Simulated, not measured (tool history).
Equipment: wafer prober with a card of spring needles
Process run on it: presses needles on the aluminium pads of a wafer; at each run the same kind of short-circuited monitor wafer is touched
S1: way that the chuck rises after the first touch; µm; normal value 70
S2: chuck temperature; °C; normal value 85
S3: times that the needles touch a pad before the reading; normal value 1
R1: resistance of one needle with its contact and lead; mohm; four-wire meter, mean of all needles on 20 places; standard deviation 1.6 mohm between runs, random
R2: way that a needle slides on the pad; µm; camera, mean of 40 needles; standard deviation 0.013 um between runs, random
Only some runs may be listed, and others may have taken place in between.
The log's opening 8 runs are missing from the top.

At hour 55.2: tips cleaned on abrasive film.
Run 9, hour 58.1: usual settings. Result: R1 179 mohm, R2 14.32 µm.
Run 10, hour 65.2: usual settings. Result: R1 196 mohm, R2 14.33 µm.
At hour 73.4: tips cleaned on abrasive film.
Run 11, hour 75.3: usual settings. Result: R1 176 mohm, R2 14.31 µm.
Run 12, hour 82: usual settings. Result: R1 198 mohm, R2 14.3 µm.
Run 13, hour 88.9: usual settings but S1 69 µm. Result: R1 206 mohm, R2 14.09 µm.
At hour 91.7: tips cleaned on abrasive film.
Run 14, hour 95.8: usual settings but S1 69 µm. Result: R1 184 mohm, R2 14.07 µm.
Run 15, hour 101: usual settings but S1 69 µm. Result: R1 199 mohm, R2 14.07 µm.
Run 16, hour 107.4: usual settings but S1 69 µm. Result: R1 204 mohm, R2 14.09 µm.
At hour 110.1: tips cleaned on abrasive film.
Run 17, hour 111.7: usual settings but S1 69 µm. Result: R1 173 mohm, R2 14.03 µm.
Run 18, hour 120.7: usual settings but S1 59 µm, S2 79 °C, S3 2. Result: R1 193 mohm, R2 12 µm.
Run 19, hour 127.5: usual settings but S1 88 µm, S2 38 °C, S3 2. Result: R1 171 mohm, R2 17.96 µm.
At hour 128.5: tips cleaned on abrasive film.
Run 20, hour 131.7: usual settings but S3 3. Result: R1 172 mohm, R2 14.26 µm.
Run 21, hour 137.1: usual settings but S2 95 °C, S3 3. Result: R1 178 mohm, R2 14.25 µm.
Run 22, hour 145: usual settings but S1 85 µm, S3 3. Result: R1 174 mohm, R2 17.33 µm.
At hour 147.3: tips cleaned on abrasive film.
Run 23, hour 154.5: usual settings but S1 68 µm, S2 75 °C, S3 2. Result: R1 178 mohm, R2 13.78 µm.
Run 24, hour 162.9: usual settings but S1 68 µm, S2 75 °C, S3 2. Result: R1 184 mohm, R2 13.77 µm.
At hour 165.7: tips cleaned on abrasive film.
At hour 167.3: height of the first contact set anew.
Run 25, hour 172.5: usual settings but S1 53 µm, S2 108 °C, S3 2. Result: R1 201 mohm, R2 10.94 µm.
Run 26, hour 182.3: usual settings but S1 53 µm, S2 108 °C, S3 2. Result: R1 205 mohm, R2 10.96 µm.
At hour 184.2: tips cleaned on abrasive film.
Run 27, hour 188.2: usual settings but S1 77 µm, S2 58 °C. Result: R1 180 mohm, R2 15.84 µm.
Run 28, hour 193.5: usual settings but S1 77 µm, S2 58 °C. Result: R1 187 mohm, R2 15.86 µm.
Run 29, hour 201.1: usual settings but S1 54 µm, S2 67 °C, S3 2. Result: R1 200 mohm, R2 11.11 µm.
At hour 202.6: tips cleaned on abrasive film.
Run 30, hour 207.2: usual settings but S1 55 µm, S2 41 °C. Result: R1 201 mohm, R2 11.29 µm.
Run 31, hour 214.3: usual settings but S1 55 µm, S2 41 °C. Result: R1 222 mohm, R2 11.3 µm.

Below are 4 alternative next runs, each starting from the tool's condition after run 31. Predict each:
At hour 221.1: tips cleaned on abrasive film.
Run A, hour 224.1: usual settings but S1 86 µm. Result: R1 ?, R2 ?.
At hour 221.1: tips cleaned on abrasive film.
Run B, hour 224.1: usual settings but S3 2. Result: R1 ?, R2 ?.
At hour 221.1: tips cleaned on abrasive film.
Run C, hour 224.1: usual settings but S1 65 µm, S2 35 °C, S3 2. Result: R1 ?, R2 ?.
At hour 221.1: tips cleaned on abrasive film.
Run D, hour 224.1: usual settings but S1 60 µm, S2 49 °C, S3 2. Result: R1 ?, R2 ?.

run   R1     R2
  A  178   17.7
  B  175  14.39
  C  172  13.33
  D  173  12.31
Had the tool no hidden state, the same runs would have come out as:
run   R1     R2
  A  160  17.77
  B  161  14.47
  C  154  13.41
  D  154  12.39
